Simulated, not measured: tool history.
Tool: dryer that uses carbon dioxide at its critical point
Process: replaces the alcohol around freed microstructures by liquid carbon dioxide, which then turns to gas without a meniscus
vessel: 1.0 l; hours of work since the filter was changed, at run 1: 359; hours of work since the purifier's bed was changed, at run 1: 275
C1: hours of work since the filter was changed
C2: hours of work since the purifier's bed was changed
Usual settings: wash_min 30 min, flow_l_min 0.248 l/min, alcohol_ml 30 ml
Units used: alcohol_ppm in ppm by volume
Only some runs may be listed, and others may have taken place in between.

Run 1, hour 0.0: usual settings; C1 359; C2 275. Result: alcohol_ppm 237 ppm by volume.
Run 2, hour 20.5: usual settings but alcohol_ml 115 ml; C1 366; C2 282. Result: alcohol_ppm 759 ppm by volume.
Run 3, hour 63.4: usual settings but alcohol_ml 115 ml; C1 381; C2 297. Result: alcohol_ppm 821 ppm by volume.
Run 4, hour 87.8: usual settings but wash_min 23 min; C1 390; C2 305. Result: alcohol_ppm 693 ppm by volume.
Run 5, hour 113.4: usual settings but alcohol_ml 32 ml; C1 398; C2 314. Result: alcohol_ppm 273 ppm by volume.
Run 6, hour 142.6: usual settings but alcohol_ml 32 ml; C1 409; C2 324. Result: alcohol_ppm 283 ppm by volume.
Run 7, hour 186.0: usual settings but alcohol_ml 32 ml; C1 423; C2 339. Result: alcohol_ppm 283 ppm by volume.
Run 8, hour 228.5: usual settings but wash_min 46 min; C1 438; C2 354. Result: alcohol_ppm 96 ppm by volume.
Run 9, hour 253.4: usual settings but wash_min 46 min; C1 447; C2 362. Result: alcohol_ppm 97 ppm by volume.
Run 10, hour 295.0: usual settings but wash_min 46 min; C1 461; C2 377. Result: alcohol_ppm 93 ppm by volume.
Run 11, hour 319.3: usual settings but wash_min 46 min; C1 469; C2 385. Result: alcohol_ppm 104 ppm by volume.
Run 12, hour 339.0: usual settings but wash_min 46 min; C1 476; C2 392. Result: alcohol_ppm 108 ppm by volume.
Run 13, hour 357.4: usual settings but wash_min 19 min; C1 483; C2 398. Result: alcohol_ppm 1388 ppm by volume.
Run 14, hour 385.6: usual settings but alcohol_ml 71 ml; C1 492; C2 408. Result: alcohol_ppm 633 ppm by volume.
Run 15, hour 430.1: usual settings; C1 508; C2 423. Result: alcohol_ppm 324 ppm by volume.
Run 16, hour 452.8: usual settings but flow_l_min 0.393 l/min; C1 515; C2 431. Result: alcohol_ppm 107 ppm by volume.
Run 17, hour 486.9: usual settings but wash_min 19 min; C1 527; C2 443. Result: alcohol_ppm 1483 ppm by volume.
Run 18, hour 520.7: usual settings but wash_min 38 min, flow_l_min 0.282 l/min; C1 539; C2 454. Result: alcohol_ppm 127 ppm by volume.
At hour 550.1: inlet filter changed.
Run 19, hour 557.5: usual settings but wash_min 33 min, alcohol_ml 24 ml; C1 3; C2 467. Result: alcohol_ppm 147 ppm by volume.
Run 20, hour 583.3: usual settings but wash_min 27 min, flow_l_min 0.232 l/min, alcohol_ml 64 ml; C1 11; C2 476. Result: alcohol_ppm 700 ppm by volume.
Run 21, hour 616.4: usual settings but wash_min 21 min, flow_l_min 0.184 l/min; C1 23; C2 487. Result: alcohol_ppm 1801 ppm by volume.
Run 22, hour 662.3: usual settings but alcohol_ml 65 ml; C1 39; C2 503. Result: alcohol_ppm 373 ppm by volume.
Run 23, hour 683.6: usual settings but alcohol_ml 65 ml; C1 46; C2 510. Result: alcohol_ppm 393 ppm by volume.
Run 24, hour 723.4: usual settings but wash_min 44 min, flow_l_min 0.388 l/min, alcohol_ml 65 ml; C1 60; C2 524. Result: alcohol_ppm 114 ppm by volume.
Run 25, hour 744.2: usual settings but wash_min 39 min, flow_l_min 0.290 l/min, alcohol_ml 73 ml; C1 67; C2 531. Result: alcohol_ppm 131 ppm by volume.
Run 26, hour 784.7: usual settings but wash_min 39 min, flow_l_min 0.290 l/min, alcohol_ml 73 ml; C1 81; C2 545. Result: alcohol_ppm 142 ppm by volume.
Run 27, hour 828.5: usual settings but flow_l_min 0.336 l/min, alcohol_ml 100 ml; C1 96; C2 560. Result: alcohol_ppm 189 ppm by volume.
Run 28, hour 861.9: usual settings but flow_l_min 0.336 l/min, alcohol_ml 100 ml; C1 107; C2 572. Result: alcohol_ppm 190 ppm by volume.
Run 29, hour 899.4: usual settings but wash_min 39 min, flow_l_min 0.259 l/min, alcohol_ml 31 ml; C1 120; C2 585. Result: alcohol_ppm 146 ppm by volume.
Run 30, hour 941.8: usual settings but wash_min 39 min, flow_l_min 0.259 l/min, alcohol_ml 31 ml; C1 135; C2 599. Result: alcohol_ppm 159 ppm by volume.
Run 31, hour 987.3: usual settings but flow_l_min 0.313 l/min, alcohol_ml 84 ml; C1 151; C2 615. Result: alcohol_ppm 234 ppm by volume.
At hour 1013.4: purifier's bed changed.
Run 32, hour 1022.6: usual settings but flow_l_min 0.313 l/min, alcohol_ml 84 ml; C1 162; C2 3. Result: alcohol_ppm 111 ppm by volume.
Run 33, hour 1063.6: usual settings but flow_l_min 0.313 l/min, alcohol_ml 84 ml; C1 176; C2 17. Result: alcohol_ppm 120 ppm by volume.
Run 34, hour 1108.8: usual settings but flow_l_min 0.313 l/min, alcohol_ml 84 ml; C1 191; C2 33. Result: alcohol_ppm 126 ppm by volume.

Predict each of these 4 candidate next runs independently; none follows another, all start after run 34:
Run A, hour 1141.8: usual settings but wash_min 44 min, flow_l_min 0.191 l/min, alcohol_ml 43 ml; C1 203; C2 44. Result: alcohol_ppm ?.
Run B, hour 1141.8: usual settings but wash_min 43 min, alcohol_ml 21 ml; C1 203; C2 44. Result: alcohol_ppm ?.
Run C, hour 1141.8: usual settings but flow_l_min 0.376 l/min; C1 203; C2 44. Result: alcohol_ppm ?.
Run D, hour 1141.8: usual settings but flow_l_min 0.304 l/min; C1 203; C2 44. Result: alcohol_ppm ?.

run  alcohol_ppm
  A          118
  B           27
  C           26
  D           57
With the hidden condition removed and each run's random variation left untouched, the same runs would have given:
run  alcohol_ppm
  A           80
  B           14
  C           12
  D           33

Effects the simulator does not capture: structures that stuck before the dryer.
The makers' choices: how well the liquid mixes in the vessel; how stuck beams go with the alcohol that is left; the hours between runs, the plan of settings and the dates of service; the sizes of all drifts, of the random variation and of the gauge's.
